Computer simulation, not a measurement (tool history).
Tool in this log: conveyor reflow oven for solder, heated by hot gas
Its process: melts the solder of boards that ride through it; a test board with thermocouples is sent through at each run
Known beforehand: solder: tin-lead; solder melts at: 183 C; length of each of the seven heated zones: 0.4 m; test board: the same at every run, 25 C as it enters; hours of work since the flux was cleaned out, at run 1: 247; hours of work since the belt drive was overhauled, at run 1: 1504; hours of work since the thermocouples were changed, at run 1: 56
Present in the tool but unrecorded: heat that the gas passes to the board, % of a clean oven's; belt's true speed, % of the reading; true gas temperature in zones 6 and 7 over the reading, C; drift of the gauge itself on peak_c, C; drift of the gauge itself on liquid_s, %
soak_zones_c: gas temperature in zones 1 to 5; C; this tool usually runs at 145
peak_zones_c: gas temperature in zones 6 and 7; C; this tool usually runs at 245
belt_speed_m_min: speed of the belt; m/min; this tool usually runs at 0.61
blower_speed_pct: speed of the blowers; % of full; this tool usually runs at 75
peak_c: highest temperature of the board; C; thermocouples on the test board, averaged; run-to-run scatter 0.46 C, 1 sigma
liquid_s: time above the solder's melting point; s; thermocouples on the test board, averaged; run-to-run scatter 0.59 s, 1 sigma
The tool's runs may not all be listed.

run,hour,soak_zones_c,peak_zones_c,belt_speed_m_min,blower_speed_pct,hours of work since the flux was cleaned out,hours of work since the belt drive was overhauled,hours of work since the thermocouples were changed,peak_c,liquid_s
1,0,145,245,0.61,75,247,1504,56,224.4,69.8
2,68.7,145,235,0.61,75,289,1547,99,215.5,61.9
3,124.7,145,235,0.61,75,324,1582,134,214.6,61.9
4,190.1,145,235,0.61,75,365,1623,175,215.5,62.2
# hour 262.2: belt drive overhauled, speed set with a stopwatch
5,267.9,145,245,0.61,71,411,4,221,219.7,61.9
6,329.4,145,245,0.61,71,450,42,259,219,61.6
# hour 362: flux residue cleaned out of gas plates and filters
7,409.1,145,245,0.61,71,29,89,306,224.2,67.1
8,483.7,145,245,0.598,75,76,135,352,225.9,70.2
9,572.2,132,245,0.61,75,131,190,408,222.2,60.4
10,639.8,132,245,0.61,75,173,233,450,221.7,60
11,728.1,132,245,0.61,75,229,288,505,220.6,60.1
12,814.6,145,245,0.61,75,283,342,559,222.6,65.9
# hour 859.7: thermocouples of zones 6 and 7 changed
13,887.6,145,245,0.61,75,327,386,17,223.1,65.3
14,977.2,145,245,0.61,75,383,442,73,222.3,64.6
15,1024.1,145,245,0.61,75,412,471,103,220.7,64.4
16,1071.4,144,247,0.61,58,442,501,132,217.5,60.6
# hour 1114.5: flux residue cleaned out of gas plates and filters
17,1121.6,145,245,0.706,56,4,529,160,214.4,50.1
18,1215.3,145,255,0.573,56,63,587,219,231.3,76
19,1260.2,143,249,0.56,57,91,616,247,225.9,73.7
20,1333.8,134,245,0.61,51,137,661,293,214.3,54.5
21,1386.4,159,245,0.61,75,170,694,326,227.6,75.8
22,1438.5,138,251,0.625,75,202,727,358,227.7,65.2
23,1508.6,138,251,0.625,75,246,771,402,227.4,64.9
24,1561.2,138,251,0.625,75,279,803,435,226,63.8
25,1601.2,159,251,0.645,75,304,828,460,229.2,72.4
26,1676.8,145,239,0.492,70,351,876,507,223.5,85.1
27,1739.8,160,245,0.548,58,390,915,546,224.8,83.3

Forecast each of these 5 alternatives for the next run:
# hour 1800.7: thermocouples of zones 6 and 7 changed
A,1829.1,136,245,0.61,75,445,969,18,?,?
# hour 1800.7: thermocouples of zones 6 and 7 changed
B,1829.1,145,256,0.727,71,445,969,18,?,?
# hour 1800.7: thermocouples of zones 6 and 7 changed
C,1829.1,145,245,0.526,52,445,969,18,?,?
# hour 1800.7: thermocouples of zones 6 and 7 changed
D,1829.1,159,245,0.61,75,445,969,18,?,?
# hour 1800.7: thermocouples of zones 6 and 7 changed
E,1829.1,145,248,0.725,58,445,969,18,?,?

run,peak_c,liquid_s
A,220,61.2
B,221.5,54.9
C,221.8,76.1
D,224.6,73.5
E,211.6,44.6
With no hidden state in the tool, these same runs would have given:
run,peak_c,liquid_s
A,225.2,63.7
B,227.5,57.3
C,225.1,76.9
D,228.7,73.9
E,216.6,48.2

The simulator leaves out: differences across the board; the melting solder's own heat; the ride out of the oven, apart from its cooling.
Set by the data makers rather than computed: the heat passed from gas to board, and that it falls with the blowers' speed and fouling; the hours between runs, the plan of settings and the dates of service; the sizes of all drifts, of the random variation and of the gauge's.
